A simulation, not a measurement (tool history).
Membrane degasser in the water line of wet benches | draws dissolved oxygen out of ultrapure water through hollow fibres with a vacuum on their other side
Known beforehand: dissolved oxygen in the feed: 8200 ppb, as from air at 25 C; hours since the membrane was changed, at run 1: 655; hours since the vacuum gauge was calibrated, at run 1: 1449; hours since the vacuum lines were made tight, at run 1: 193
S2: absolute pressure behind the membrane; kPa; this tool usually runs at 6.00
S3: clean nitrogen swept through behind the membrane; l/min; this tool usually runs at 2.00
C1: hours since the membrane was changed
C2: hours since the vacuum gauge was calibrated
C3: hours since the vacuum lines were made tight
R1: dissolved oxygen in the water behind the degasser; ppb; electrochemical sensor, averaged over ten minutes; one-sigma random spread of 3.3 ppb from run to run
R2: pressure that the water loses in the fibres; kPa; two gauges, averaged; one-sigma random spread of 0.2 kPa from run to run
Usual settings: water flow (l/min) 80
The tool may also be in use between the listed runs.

{"run": 1, "day": 0.0, "water flow (l/min)": 80, "S2": 6.0, "S3": 2.0, "C1": 655, "C2": 1449, "C3": 193, "R1": 337.1, "R2": 41.72}
{"run": 2, "day": 2.288, "water flow (l/min)": 80, "S2": 6.0, "S3": 2.0, "C1": 710, "C2": 1504, "C3": 248, "R1": 344.1, "R2": 42.18}
{"run": 3, "day": 4.504, "water flow (l/min)": 80, "S2": 6.0, "S3": 2.0, "C1": 763, "C2": 1557, "C3": 301, "R1": 344.5, "R2": 41.98}
{"run": 4, "day": 6.3, "water flow (l/min)": 80, "S2": 6.0, "S3": 2.0, "C1": 806, "C2": 1600, "C3": 344, "R1": 342.1, "R2": 42.38}
{"run": 5, "day": 8.842, "water flow (l/min)": 80, "S2": 6.0, "S3": 2.0, "C1": 867, "C2": 1661, "C3": 405, "R1": 345.4, "R2": 42.4}
{"run": 6, "day": 10.717, "water flow (l/min)": 80, "S2": 6.0, "S3": 2.0, "C1": 912, "C2": 1706, "C3": 450, "R1": 337.2, "R2": 41.91}
{"run": 7, "day": 12.108, "water flow (l/min)": 80, "S2": 6.0, "S3": 2.0, "C1": 946, "C2": 1740, "C3": 483, "R1": 345.6, "R2": 42.15}
{"run": 8, "day": 13.379, "water flow (l/min)": 80, "S2": 6.0, "S3": 3.08, "C1": 976, "C2": 1770, "C3": 514, "R1": 278.5, "R2": 42.15}
{"run": 9, "day": 15.104, "water flow (l/min)": 80, "S2": 6.0, "S3": 3.08, "C1": 1018, "C2": 1812, "C3": 555, "R1": 282.7, "R2": 41.9}
{"run": 10, "day": 16.746, "water flow (l/min)": 80, "S2": 6.0, "S3": 3.08, "C1": 1057, "C2": 1851, "C3": 595, "R1": 274.5, "R2": 42.07}
{"run": 11, "day": 18.8, "water flow (l/min)": 80, "S2": 6.0, "S3": 3.08, "C1": 1106, "C2": 1900, "C3": 644, "R1": 279.7, "R2": 42.11}
{"day": 19.008, "done": "vacuum gauge calibrated"}
{"run": 12, "day": 20.317, "water flow (l/min)": 80, "S2": 6.0, "S3": 3.08, "C1": 1142, "C2": 31, "C3": 680, "R1": 281.8, "R2": 42.28}
{"run": 13, "day": 22.308, "water flow (l/min)": 80, "S2": 6.0, "S3": 2.0, "C1": 1190, "C2": 79, "C3": 728, "R1": 352.5, "R2": 42.16}
{"run": 14, "day": 24.262, "water flow (l/min)": 80, "S2": 6.0, "S3": 2.0, "C1": 1237, "C2": 126, "C3": 774, "R1": 356.3, "R2": 42.17}
{"run": 15, "day": 26.054, "water flow (l/min)": 80, "S2": 6.0, "S3": 2.0, "C1": 1280, "C2": 169, "C3": 817, "R1": 362.3, "R2": 42.27}
{"run": 16, "day": 27.583, "water flow (l/min)": 80, "S2": 6.0, "S3": 2.0, "C1": 1317, "C2": 206, "C3": 854, "R1": 353.3, "R2": 42.41}
{"run": 17, "day": 30.088, "water flow (l/min)": 80, "S2": 6.0, "S3": 2.5, "C1": 1377, "C2": 266, "C3": 914, "R1": 319.0, "R2": 42.39}
{"day": 31.55, "done": "vacuum gauge calibrated, once more"}
{"run": 18, "day": 32.333, "water flow (l/min)": 66, "S2": 6.08, "S3": 1.66, "C1": 1430, "C2": 19, "C3": 968, "R1": 315.7, "R2": 34.88}
{"run": 19, "day": 34.85, "water flow (l/min)": 105, "S2": 10.53, "S3": 2.34, "C1": 1490, "C2": 79, "C3": 1028, "R1": 772.5, "R2": 55.77}
{"run": 20, "day": 36.575, "water flow (l/min)": 105, "S2": 10.53, "S3": 2.34, "C1": 1532, "C2": 121, "C3": 1069, "R1": 768.5, "R2": 55.6}
{"run": 21, "day": 38.112, "water flow (l/min)": 66, "S2": 6.0, "S3": 2.0, "C1": 1569, "C2": 158, "C3": 1106, "R1": 276.2, "R2": 35.24}
{"run": 22, "day": 39.471, "water flow (l/min)": 61, "S2": 6.28, "S3": 2.0, "C1": 1601, "C2": 190, "C3": 1139, "R1": 274.5, "R2": 32.51}
{"run": 23, "day": 41.379, "water flow (l/min)": 61, "S2": 6.28, "S3": 2.0, "C1": 1647, "C2": 236, "C3": 1185, "R1": 274.8, "R2": 32.42}
{"run": 24, "day": 43.325, "water flow (l/min)": 61, "S2": 6.73, "S3": 4.23, "C1": 1694, "C2": 283, "C3": 1232, "R1": 199.3, "R2": 32.21}
{"run": 25, "day": 44.946, "water flow (l/min)": 54, "S2": 6.14, "S3": 4.82, "C1": 1733, "C2": 322, "C3": 1270, "R1": 143.1, "R2": 28.66}
{"run": 26, "day": 47.171, "water flow (l/min)": 80, "S2": 12.32, "S3": 3.83, "C1": 1786, "C2": 375, "C3": 1324, "R1": 516.3, "R2": 42.59}
{"run": 27, "day": 48.846, "water flow (l/min)": 80, "S2": 14.97, "S3": 1.38, "C1": 1826, "C2": 415, "C3": 1364, "R1": 1249.3, "R2": 42.15}
{"run": 28, "day": 50.142, "water flow (l/min)": 49, "S2": 12.14, "S3": 4.4, "C1": 1857, "C2": 446, "C3": 1395, "R1": 283.2, "R2": 26.01}
{"run": 29, "day": 51.808, "water flow (l/min)": 49, "S2": 6.0, "S3": 2.0, "C1": 1897, "C2": 486, "C3": 1435, "R1": 207.6, "R2": 25.99}
{"run": 30, "day": 52.95, "water flow (l/min)": 49, "S2": 6.0, "S3": 2.0, "C1": 1925, "C2": 514, "C3": 1463, "R1": 202.3, "R2": 26.3}
{"run": 31, "day": 54.45, "water flow (l/min)": 49, "S2": 6.0, "S3": 2.0, "C1": 1961, "C2": 550, "C3": 1498, "R1": 204.1, "R2": 26.28}

Some steps in R1, run to run, broken into two amounts with sign: the step expected even without the hidden condition (settings, incoming material, random variation), and the rest, left for the hidden condition together with whatever gauge scatter is not in both the measured and the hidden-condition-free result:
What the log doesn't record here: membrane still open, %; true pressure behind the membrane over the reading, kPa; air that leaks in behind the membrane, l/min; drift of the gauge itself on oxygen_ppb, %; drift of the gauge itself on loss_of_pressure_kpa, %.
Run 12 -> 13: S3 3.08 -> 2.00. R1 +70.7 ppb: hidden state +5.6, all else +65.1.
Run 17 -> 18: water flow (l/min) 80 -> 66, S2 6.00 -> 6.08, S3 2.50 -> 1.66, vacuum gauge calibrated, once more. R1 -3.3 ppb: hidden state -15.1, all else +11.8.
Run 20 -> 21: water flow (l/min) 105 -> 66, S2 10.53 -> 6.00, S3 2.34 -> 2.00. R1 -492.3 ppb: hidden state -4.0, all else -488.3.
Run 26 -> 27: S2 12.32 -> 14.97, S3 3.83 -> 1.38. R1 +733.0 ppb: hidden state +1.3, all else +731.7.
Run 27 -> 28: water flow (l/min) 80 -> 49, S2 14.97 -> 12.14, S3 1.38 -> 4.40. R1 -966.1 ppb: hidden state -6.3, all else -959.8.
